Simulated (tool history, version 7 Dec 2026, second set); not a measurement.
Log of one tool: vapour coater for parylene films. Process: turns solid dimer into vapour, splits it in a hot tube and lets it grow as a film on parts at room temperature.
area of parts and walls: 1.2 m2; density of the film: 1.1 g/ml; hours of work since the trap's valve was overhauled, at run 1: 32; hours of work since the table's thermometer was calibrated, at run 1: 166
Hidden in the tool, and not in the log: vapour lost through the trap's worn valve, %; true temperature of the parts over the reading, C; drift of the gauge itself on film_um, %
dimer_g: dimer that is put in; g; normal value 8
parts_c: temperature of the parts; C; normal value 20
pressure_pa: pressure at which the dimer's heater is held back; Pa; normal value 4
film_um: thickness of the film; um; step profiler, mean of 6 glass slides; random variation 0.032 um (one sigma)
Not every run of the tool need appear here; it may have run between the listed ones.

run   hour  dimer_g  parts_c  pressure_pa  hours of work since the trap's valve was overhauled  hours of work since the table's thermometer was calibrated  film_um
  1      0        8       20            4                                                   32                                                         166     3.09
  2   65.5        8       20            4                                                   68                                                         202     3.09
  3  123.2        8       20            4                                                  100                                                         234      3.1
  4  197.2        8       20            4                                                  141                                                         275     3.05
  5  242.3        8       20            4                                                  166                                                         300     3.08
  6  305.4        8       20            4                                                  201                                                         335     3.01
  7  373.9        8       20            4                                                  239                                                         373     2.99
  8  435.7        8       20            4                                                  273                                                         408     2.97
  9  496.5        8       20         2.23                                                  307                                                         441      3.4
 10  529.1        8       20         2.23                                                  325                                                         459     3.38
 11  594.4        8       20         2.99                                                  361                                                         496     3.04
     610.4  -- trap's valve overhauled
 12  660.7        4       15         7.92                                                   28                                                         530     1.63
 13    719        4       17            4                                                   60                                                         563      1.8
 14  752.5        6       20            4                                                   79                                                         581     2.33
 15  829.3        8       16         3.74                                                  121                                                         624     3.68

Run 16 has not been measured yet. What should we expect?
 16  875.7        4       30         2.78                                                  147                                                         649        ?

Run 16 yielded film_um 1.14 um.
Take away the tool's hidden state, keep the run-to-run variation as it was, and the same run would have given film_um 1.17 um.
